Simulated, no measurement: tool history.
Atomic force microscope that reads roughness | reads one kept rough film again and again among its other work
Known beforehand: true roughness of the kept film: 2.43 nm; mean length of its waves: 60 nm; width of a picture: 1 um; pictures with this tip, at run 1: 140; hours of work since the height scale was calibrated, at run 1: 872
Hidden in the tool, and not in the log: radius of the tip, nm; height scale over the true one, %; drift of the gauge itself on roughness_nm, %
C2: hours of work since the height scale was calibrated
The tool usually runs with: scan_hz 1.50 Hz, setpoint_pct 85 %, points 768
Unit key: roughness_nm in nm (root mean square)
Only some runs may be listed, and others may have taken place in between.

run 1 hour=0.0 | scan_hz=1.50 setpoint_pct=85 points=768 | pictures_with_this_tip=140 C2=872 | roughness_nm=2.054
run 2 hour=36.0 | scan_hz=1.50 setpoint_pct=85 points=768 | pictures_with_this_tip=168 C2=889 | roughness_nm=2.041
run 3 hour=55.6 | scan_hz=1.50 setpoint_pct=56 points=768 | pictures_with_this_tip=183 C2=899 | roughness_nm=2.338
run 4 hour=81.9 | scan_hz=1.63 setpoint_pct=85 points=768 | pictures_with_this_tip=204 C2=911 | roughness_nm=2.023
run 5 hour=107.1 | scan_hz=1.63 setpoint_pct=85 points=768 | pictures_with_this_tip=224 C2=923 | roughness_nm=2.028
run 6 hour=139.5 | scan_hz=1.34 setpoint_pct=85 points=768 | pictures_with_this_tip=249 C2=939 | roughness_nm=2.089
run 7 hour=174.8 | scan_hz=1.34 setpoint_pct=85 points=768 | pictures_with_this_tip=277 C2=956 | roughness_nm=2.087
run 8 hour=212.1 | scan_hz=2.24 setpoint_pct=69 points=848 | pictures_with_this_tip=306 C2=973 | roughness_nm=2.149
run 9 hour=244.2 | scan_hz=1.30 setpoint_pct=74 points=789 | pictures_with_this_tip=331 C2=989 | roughness_nm=2.199
-- hour=247.8 new tip fitted
run 10 hour=274.5 | scan_hz=1.30 setpoint_pct=74 points=789 | pictures_with_this_tip=21 C2=1003 | roughness_nm=2.204
run 11 hour=304.4 | scan_hz=1.30 setpoint_pct=88 points=301 | pictures_with_this_tip=44 C2=1017 | roughness_nm=2.043
run 12 hour=338.0 | scan_hz=1.30 setpoint_pct=88 points=301 | pictures_with_this_tip=71 C2=1033 | roughness_nm=2.050

Below are 3 alternative next runs, each starting from the tool's condition after run 12. Predict each:
run A hour=381.6 | scan_hz=1.51 setpoint_pct=88 points=390 | pictures_with_this_tip=105 C2=1054 | roughness_nm=?
run B hour=381.6 | scan_hz=1.30 setpoint_pct=75 points=624 | pictures_with_this_tip=105 C2=1054 | roughness_nm=?
run C hour=381.6 | scan_hz=0.76 setpoint_pct=77 points=623 | pictures_with_this_tip=105 C2=1054 | roughness_nm=?

run=A roughness_nm=2.002
run=B roughness_nm=2.208
run=C roughness_nm=2.272
Take away the tool's hidden state, keep each run's random variation, and the runs would have read:
run=A roughness_nm=2.003
run=B roughness_nm=2.210
run=C roughness_nm=2.273
